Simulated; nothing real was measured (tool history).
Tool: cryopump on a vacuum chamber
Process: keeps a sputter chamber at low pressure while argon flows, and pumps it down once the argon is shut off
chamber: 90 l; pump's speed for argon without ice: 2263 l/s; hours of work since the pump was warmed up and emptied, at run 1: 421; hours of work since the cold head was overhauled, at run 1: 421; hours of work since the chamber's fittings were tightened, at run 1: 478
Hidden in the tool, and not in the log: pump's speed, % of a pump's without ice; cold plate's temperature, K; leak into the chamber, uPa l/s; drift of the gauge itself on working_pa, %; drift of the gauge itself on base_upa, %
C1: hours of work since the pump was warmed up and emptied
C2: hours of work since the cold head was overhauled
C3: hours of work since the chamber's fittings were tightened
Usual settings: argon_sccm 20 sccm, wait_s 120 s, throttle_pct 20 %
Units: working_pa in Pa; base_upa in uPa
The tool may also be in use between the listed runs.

run 1 hour=0.0 | argon_sccm=20 wait_s=120 throttle_pct=20 | C1=421 C2=421 C3=478 | working_pa=0.0767 base_upa=0.66
run 2 hour=26.2 | argon_sccm=20 wait_s=120 throttle_pct=20 | C1=437 C2=437 C3=494 | working_pa=0.0763 base_upa=0.66
run 3 hour=54.8 | argon_sccm=20 wait_s=120 throttle_pct=20 | C1=454 C2=454 C3=511 | working_pa=0.0772 base_upa=0.65
run 4 hour=77.0 | argon_sccm=20 wait_s=120 throttle_pct=20 | C1=468 C2=468 C3=525 | working_pa=0.0789 base_upa=0.69
run 5 hour=100.8 | argon_sccm=20 wait_s=120 throttle_pct=20 | C1=482 C2=482 C3=539 | working_pa=0.0789 base_upa=0.69
run 6 hour=116.0 | argon_sccm=40 wait_s=120 throttle_pct=20 | C1=491 C2=491 C3=548 | working_pa=0.1562 base_upa=0.70
run 7 hour=138.4 | argon_sccm=20 wait_s=120 throttle_pct=20 | C1=505 C2=505 C3=562 | working_pa=0.0794 base_upa=0.69
run 8 hour=167.2 | argon_sccm=20 wait_s=120 throttle_pct=20 | C1=522 C2=522 C3=579 | working_pa=0.0787 base_upa=0.69
run 9 hour=192.4 | argon_sccm=20 wait_s=120 throttle_pct=20 | C1=538 C2=538 C3=595 | working_pa=0.0796 base_upa=0.70
run 10 hour=212.9 | argon_sccm=20 wait_s=120 throttle_pct=53 | C1=550 C2=550 C3=607 | working_pa=0.0324 base_upa=0.77
run 11 hour=240.7 | argon_sccm=20 wait_s=120 throttle_pct=53 | C1=567 C2=567 C3=624 | working_pa=0.0326 base_upa=0.74
run 12 hour=257.3 | argon_sccm=20 wait_s=120 throttle_pct=20 | C1=577 C2=577 C3=634 | working_pa=0.0801 base_upa=0.71
run 13 hour=282.8 | argon_sccm=20 wait_s=120 throttle_pct=20 | C1=592 C2=592 C3=649 | working_pa=0.0799 base_upa=0.79
run 14 hour=298.9 | argon_sccm=20 wait_s=120 throttle_pct=20 | C1=602 C2=602 C3=659 | working_pa=0.0797 base_upa=0.80
run 15 hour=321.8 | argon_sccm=20 wait_s=120 throttle_pct=18 | C1=616 C2=616 C3=673 | working_pa=0.0870 base_upa=0.78
-- hour=336.0 pump warmed up, emptied and cooled again
run 16 hour=356.9 | argon_sccm=20 wait_s=120 throttle_pct=18 | C1=13 C2=634 C3=691 | working_pa=0.0846 base_upa=0.67
run 17 hour=389.6 | argon_sccm=20 wait_s=120 throttle_pct=18 | C1=32 C2=654 C3=711 | working_pa=0.0834 base_upa=0.67
run 18 hour=418.2 | argon_sccm=20 wait_s=120 throttle_pct=18 | C1=50 C2=671 C3=728 | working_pa=0.0837 base_upa=0.70
run 19 hour=439.3 | argon_sccm=19 wait_s=35 throttle_pct=51 | C1=63 C2=684 C3=741 | working_pa=0.0287 base_upa=1.28
run 20 hour=456.6 | argon_sccm=15 wait_s=33 throttle_pct=59 | C1=73 C2=695 C3=752 | working_pa=0.0193 base_upa=1.32
run 21 hour=478.4 | argon_sccm=15 wait_s=33 throttle_pct=59 | C1=86 C2=708 C3=765 | working_pa=0.0189 base_upa=1.33
run 22 hour=493.5 | argon_sccm=37 wait_s=192 throttle_pct=18 | C1=95 C2=717 C3=774 | working_pa=0.1551 base_upa=0.64
run 23 hour=513.1 | argon_sccm=19 wait_s=58 throttle_pct=19 | C1=107 C2=729 C3=786 | working_pa=0.0755 base_upa=0.99
run 24 hour=534.8 | argon_sccm=18 wait_s=120 throttle_pct=41 | C1=120 C2=742 C3=799 | working_pa=0.0341 base_upa=0.72
run 25 hour=565.0 | argon_sccm=18 wait_s=120 throttle_pct=41 | C1=139 C2=760 C3=817 | working_pa=0.0337 base_upa=0.76
run 26 hour=592.9 | argon_sccm=12 wait_s=120 throttle_pct=41 | C1=156 C2=777 C3=834 | working_pa=0.0231 base_upa=0.70
run 27 hour=623.9 | argon_sccm=10 wait_s=192 throttle_pct=26 | C1=174 C2=796 C3=853 | working_pa=0.0308 base_upa=0.67
run 28 hour=644.7 | argon_sccm=23 wait_s=192 throttle_pct=26 | C1=187 C2=809 C3=866 | working_pa=0.0673 base_upa=0.64
run 29 hour=675.6 | argon_sccm=23 wait_s=53 throttle_pct=26 | C1=206 C2=827 C3=884 | working_pa=0.0685 base_upa=1.06
run 30 hour=695.5 | argon_sccm=12 wait_s=53 throttle_pct=49 | C1=218 C2=839 C3=897 | working_pa=0.0187 base_upa=1.08
run 31 hour=717.7 | argon_sccm=16 wait_s=85 throttle_pct=30 | C1=231 C2=853 C3=910 | working_pa=0.0407 base_upa=0.90
run 32 hour=739.4 | argon_sccm=30 wait_s=85 throttle_pct=22 | C1=244 C2=866 C3=923 | working_pa=0.1053 base_upa=0.88
run 33 hour=771.2 | argon_sccm=30 wait_s=85 throttle_pct=22 | C1=264 C2=885 C3=942 | working_pa=0.1044 base_upa=0.91

4 ways to go on from here, each from the tool as it stands after run 33. What would each give?
run A hour=798.9 | argon_sccm=39 wait_s=82 throttle_pct=31 | C1=281 C2=902 C3=959 | working_pa=? base_upa=?
run B hour=798.9 | argon_sccm=20 wait_s=22 throttle_pct=20 | C1=281 C2=902 C3=959 | working_pa=? base_upa=?
run C hour=798.9 | argon_sccm=21 wait_s=20 throttle_pct=19 | C1=281 C2=902 C3=959 | working_pa=? base_upa=?
run D hour=798.9 | argon_sccm=20 wait_s=53 throttle_pct=20 | C1=281 C2=902 C3=959 | working_pa=? base_upa=?

run=A working_pa=0.0971 base_upa=0.95
run=B working_pa=0.0758 base_upa=1.95
run=C working_pa=0.0851 base_upa=2.01
run=D working_pa=0.0759 base_upa=1.10
Without the tool's hidden state the same runs would have given:
run=A working_pa=0.0931 base_upa=0.50
run=B working_pa=0.0737 base_upa=1.49
run=C working_pa=0.0829 base_upa=1.57
run=D working_pa=0.0738 base_upa=0.66

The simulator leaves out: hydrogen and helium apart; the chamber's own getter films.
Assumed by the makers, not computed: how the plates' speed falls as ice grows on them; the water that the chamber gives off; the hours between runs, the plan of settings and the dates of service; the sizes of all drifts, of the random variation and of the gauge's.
